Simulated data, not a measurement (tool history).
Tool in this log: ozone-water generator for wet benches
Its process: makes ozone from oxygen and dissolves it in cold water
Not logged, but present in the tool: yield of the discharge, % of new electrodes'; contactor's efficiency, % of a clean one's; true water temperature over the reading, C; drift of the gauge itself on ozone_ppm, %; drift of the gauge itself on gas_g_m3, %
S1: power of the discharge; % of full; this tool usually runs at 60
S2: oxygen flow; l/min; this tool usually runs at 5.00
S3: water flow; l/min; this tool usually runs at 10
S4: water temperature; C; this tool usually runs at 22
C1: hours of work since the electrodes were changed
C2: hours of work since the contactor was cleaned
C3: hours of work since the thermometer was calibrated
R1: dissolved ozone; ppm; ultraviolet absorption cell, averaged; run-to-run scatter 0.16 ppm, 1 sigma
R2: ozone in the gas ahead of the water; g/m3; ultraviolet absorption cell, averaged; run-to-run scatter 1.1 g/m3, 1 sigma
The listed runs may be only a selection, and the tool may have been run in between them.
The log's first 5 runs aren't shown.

run,hour,S1,S2,S3,S4,C1,C2,C3,R1,R2
6,515.2,60,5.00,10,22,2714,1379,1746,19.3,189.0
7,630.8,60,5.00,10,21,2802,1467,1833,19.7,187.6
8,792.4,60,2.97,10,22,2924,1589,1955,21.5,258.2
9,898.1,60,2.97,10,22,3004,1669,2035,20.9,256.6
10,1062.8,60,5.00,10,15,3128,1793,2160,21.6,184.2
11,1206.2,60,5.00,10,22,3236,1901,2268,18.3,184.6
12,1321.3,60,5.00,10,14,3323,1988,2355,21.5,181.7
13,1450.6,60,5.00,10,14,3421,2086,2453,21.8,181.2
14,1531.3,60,5.00,10,14,3482,2147,2513,21.1,181.9
15,1617.0,60,5.00,10,14,3547,2212,2578,21.1,180.8
16,1684.5,60,5.00,10,14,3597,2263,2629,21.3,177.6
17,1801.1,60,5.00,8,14,3686,2351,2717,25.1,181.3
18,1965.8,60,5.00,8,14,3810,2475,2842,25.0,180.2
19,2108.9,44,5.00,13,23,3918,2583,2950,11.5,141.4
20,2255.2,43,2.92,9,23,4029,2694,3060,16.9,193.7
21,2327.6,60,2.92,9,19,4083,2748,3115,22.9,247.9
22,2469.5,51,5.00,10,22,4190,2856,3222,15.9,156.6
23,2537.2,48,6.38,14,26,4242,2907,3273,10.1,127.8
24,2606.2,48,6.38,14,26,4294,2959,3325,9.9,127.5

Predict the results of run 25:
25,2690.7,82,6.38,10,26,4358,3023,3389,?,?

R1: 18.5 ppm
R2: 189.0 g/m3
With the hidden condition absent and the run-to-run variation left alone, this run would have shown R1 24.1 ppm, R2 235.7 g/m3.
